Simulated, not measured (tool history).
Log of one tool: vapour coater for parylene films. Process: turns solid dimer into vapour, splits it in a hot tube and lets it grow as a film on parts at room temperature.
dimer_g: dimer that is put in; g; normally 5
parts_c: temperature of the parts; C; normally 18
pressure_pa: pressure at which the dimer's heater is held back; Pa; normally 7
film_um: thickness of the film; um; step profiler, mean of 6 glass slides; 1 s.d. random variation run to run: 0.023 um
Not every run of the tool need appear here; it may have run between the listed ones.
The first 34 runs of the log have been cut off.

| run | hour | dimer_g | parts_c | pressure_pa | hours of work since the trap's valve was overhauled | hours of work since the table's thermometer was calibrated | film_um |
|---|---|---|---|---|---|---|---|
| 35 | 1579.9 | 8 | 14 | 5.57 | 467 | 595 | 2.71 |
| 36 | 1642 | 5 | 18 | 7 | 522 | 650 | 1.36 |
| 37 | 1705.4 | 3 | 18 | 2.1 | 578 | 706 | 1.06 |
| 38 | 1740.3 | 3 | 18 | 2.1 | 609 | 737 | 1.05 |
| 39 | 1769.8 | 5 | 19 | 8.47 | 635 | 763 | 1.24 |
|  | 1794.2 | trap's valve overhauled |
| 40 | 1834.5 | 5 | 19 | 8.47 | 36 | 817 | 1.23 |
| 41 | 1864.9 | 4 | 15 | 3.71 | 62 | 843 | 1.45 |
| 42 | 1924.7 | 4 | 15 | 3.71 | 115 | 896 | 1.42 |
| 43 | 1950.4 | 4 | 15 | 3.71 | 138 | 919 | 1.41 |
| 44 | 1979.9 | 8 | 12 | 3.71 | 164 | 945 | 3.33 |
| 45 | 2018.4 | 8 | 12 | 3.71 | 198 | 979 | 3.27 |
| 46 | 2053 | 2 | 25 | 5.85 | 229 | 1010 | 0.4 |
| 47 | 2109.5 | 2 | 25 | 5.85 | 279 | 1060 | 0.39 |

Predict each of these 4 candidate next runs independently; none follows another, all start after run 47:
|  | 2123.6 | table's thermometer calibrated |
| A | 2161.5 | 3 | 25 | 4.71 | 324 | 33 | ? |
|  | 2123.6 | table's thermometer calibrated |
| B | 2161.5 | 5 | 18 | 5.39 | 324 | 33 | ? |
|  | 2123.6 | table's thermometer calibrated |
| C | 2161.5 | 2 | 15 | 5.85 | 324 | 33 | ? |
|  | 2123.6 | table's thermometer calibrated |
| D | 2161.5 | 3 | 19 | 9.19 | 324 | 33 | ? |

| run | film_um |
|---|---|
| A | 0.63 |
| B | 1.41 |
| C | 0.65 |
| D | 0.71 |
Without the tool's unlogged condition, the same runs would have read:
| run | film_um |
|---|---|
| A | 0.64 |
| B | 1.42 |
| C | 0.65 |
| D | 0.72 |
